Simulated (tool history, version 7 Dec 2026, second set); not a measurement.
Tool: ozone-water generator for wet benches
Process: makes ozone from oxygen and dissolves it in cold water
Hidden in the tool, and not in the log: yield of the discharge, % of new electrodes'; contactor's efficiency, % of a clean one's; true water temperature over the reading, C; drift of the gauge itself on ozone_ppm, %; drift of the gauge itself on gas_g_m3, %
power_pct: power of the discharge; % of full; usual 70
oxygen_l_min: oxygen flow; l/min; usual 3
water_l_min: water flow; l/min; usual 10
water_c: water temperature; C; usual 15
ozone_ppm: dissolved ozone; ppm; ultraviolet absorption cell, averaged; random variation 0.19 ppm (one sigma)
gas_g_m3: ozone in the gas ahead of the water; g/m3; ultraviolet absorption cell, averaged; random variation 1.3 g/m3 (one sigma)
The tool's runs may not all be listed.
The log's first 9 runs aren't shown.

run    hour  power_pct  oxygen_l_min  water_l_min  water_c  hours of work since the electrodes were changed  hours of work since the contactor was cleaned  hours of work since the thermometer was calibrated  ozone_ppm  gas_g_m3
 10   446.5         70             3           10       16                                             1192                                           6248                                                 107       24.5     242.7
 11   478.7         70             3           10       16                                             1221                                           6277                                                 136       24.4     237.5
 12   545.2         70             3           10       16                                             1281                                           6337                                                 196       24.5     239.2
 13   601.3         70             3           10       16                                             1331                                           6387                                                 246       24.5     239.4
 14   649.6         70             3           10       16                                             1374                                           6430                                                 290       24.5     240.5
 15   701.3         70             3           10       15                                             1421                                           6477                                                 336       24.7     240.4
      711.7  -- contactor cleaned
 16   745.8         70          2.24           10       15                                             1458                                             31                                                 373       23.1     277.8
 17   788.3         52          2.94            6       15                                             1496                                             69                                                 411         29     191.1
 18   816.9         42          1.62            7       14                                             1521                                             95                                                 437       21.4     218.1
 19   851.5         42          1.62            7       14                                             1553                                            126                                                 468       21.4     214.9
 20   911.6         70             3           10       17                                             1607                                            180                                                 522         23     237.4
 21   957.7         70             3           10       17                                             1648                                            221                                                 563       22.9     237.2
      968.1  -- contactor cleaned, once more
 22  1030.6         70             3           10       17                                             1710                                             56                                                 626       25.4     238.7
 23  1091.6         70           5.1           10       15                                             1765                                            111                                                 680       25.6     186.3
 24  1131.8         70           5.1           10       15                                             1801                                            147                                                 717         26     186.2
 25  1173.1         70           5.1           10       15                                             1839                                            185                                                 754       25.4       187
 26  1216.9         56           5.1           10       15                                             1878                                            224                                                 793       21.9     156.3
 27  1262.5         70          2.32           10       15                                             1919                                            265                                                 834       24.7     267.8
 28    1298         70          2.32           10       15                                             1951                                            297                                                 866       24.8     269.6
 29  1327.6         70          1.54           11       17                                             1978                                            324                                                 893       20.3     321.2
 30  1356.2         82          1.54           11       13                                             2003                                            349                                                 919       23.6     363.6
 31  1424.9         47          1.54           11        8                                             2065                                            411                                                 980       16.1     237.6
 32  1475.8         71          3.26           11        8                                             2111                                            457                                                1026       25.9     230.7

Forecast each of these 5 alternatives for the next run:
  A  1507         70          3.54           10       15                                             2139                                            485                                                1054          ?         ?
  B  1507         71          1.79            6       13                                             2139                                            485                                                1054          ?         ?
  C  1507         89          3.26           15       10                                             2139                                            485                                                1054          ?         ?
  D  1507         70          2.62           10       15                                             2139                                            485                                                1054          ?         ?
  E  1507         70             3            7       15                                             2139                                            485                                                1054          ?         ?

run  ozone_ppm  gas_g_m3
  A       25.4       220
  B       39.8     304.1
  C       21.8     275.3
  D         25     254.6
  E       34.2     234.9
Without the tool's hidden state the same runs would have given:
run  ozone_ppm  gas_g_m3
  A       26.5     227.6
  B       41.5     314.7
  C       22.9     286.6
  D       26.1     263.3
  E       35.6       243
